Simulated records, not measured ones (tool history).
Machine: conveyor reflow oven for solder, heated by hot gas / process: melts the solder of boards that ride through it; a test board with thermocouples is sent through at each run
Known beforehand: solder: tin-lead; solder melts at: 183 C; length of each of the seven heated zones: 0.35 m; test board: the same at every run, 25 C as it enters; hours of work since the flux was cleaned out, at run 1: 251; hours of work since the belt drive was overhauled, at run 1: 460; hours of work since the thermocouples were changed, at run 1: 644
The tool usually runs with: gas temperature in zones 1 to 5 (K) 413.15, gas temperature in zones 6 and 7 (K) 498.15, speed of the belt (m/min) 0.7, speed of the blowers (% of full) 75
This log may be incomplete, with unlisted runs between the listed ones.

run	hour	gas temperature in zones 1 to 5 (K)	gas temperature in zones 6 and 7 (K)	speed of the belt (m/min)	speed of the blowers (% of full)	hours of work since the flux was cleaned out	hours of work since the belt drive was overhauled	hours of work since the thermocouples were changed	highest temperature of the board (K)	time above the solder's melting point (s)
1	0.0	413.15	498.15	0.7	75	251	460	644	486.95	44.1
2	22.6	408.15	498.15	0.7	75	262	472	656	486.15	41.8
# hour 31.4: flux residue cleaned out of gas plates and filters
3	47.1	413.15	498.15	0.7	75	8	482	666	487.05	44.6
4	65.6	413.15	498.15	0.7	58	18	491	676	482.85	40.1
5	84.4	413.15	498.15	0.7	58	27	501	685	481.75	40.4
6	94.1	413.15	498.15	0.7	58	32	506	690	482.15	39.3
7	116.5	413.15	498.15	0.7	58	44	518	702	482.35	39.6
8	126.6	413.15	498.15	0.7	75	49	523	707	487.15	44.6
9	147.2	413.15	498.15	0.7	75	60	534	718	487.05	44.4
10	169.1	413.15	498.15	0.7	75	71	545	729	486.95	44.1
11	179.4	413.15	498.15	0.7	75	76	550	734	487.05	45.0

The next listed run, before its measurement:
# hour 189.5: thermocouples of zones 6 and 7 changed
12	203.6	413.15	498.15	0.7	75	88	562	7	?	?

{"run 12": {"highest temperature of the board (K)": 487.15, "time above the solder's melting point (s)": 44.5}}
Take away the tool's hidden state, keep the run-to-run variation as it was, and the same run would have given highest temperature of the board (K) 487.15, time above the solder's melting point (s) 44.5.

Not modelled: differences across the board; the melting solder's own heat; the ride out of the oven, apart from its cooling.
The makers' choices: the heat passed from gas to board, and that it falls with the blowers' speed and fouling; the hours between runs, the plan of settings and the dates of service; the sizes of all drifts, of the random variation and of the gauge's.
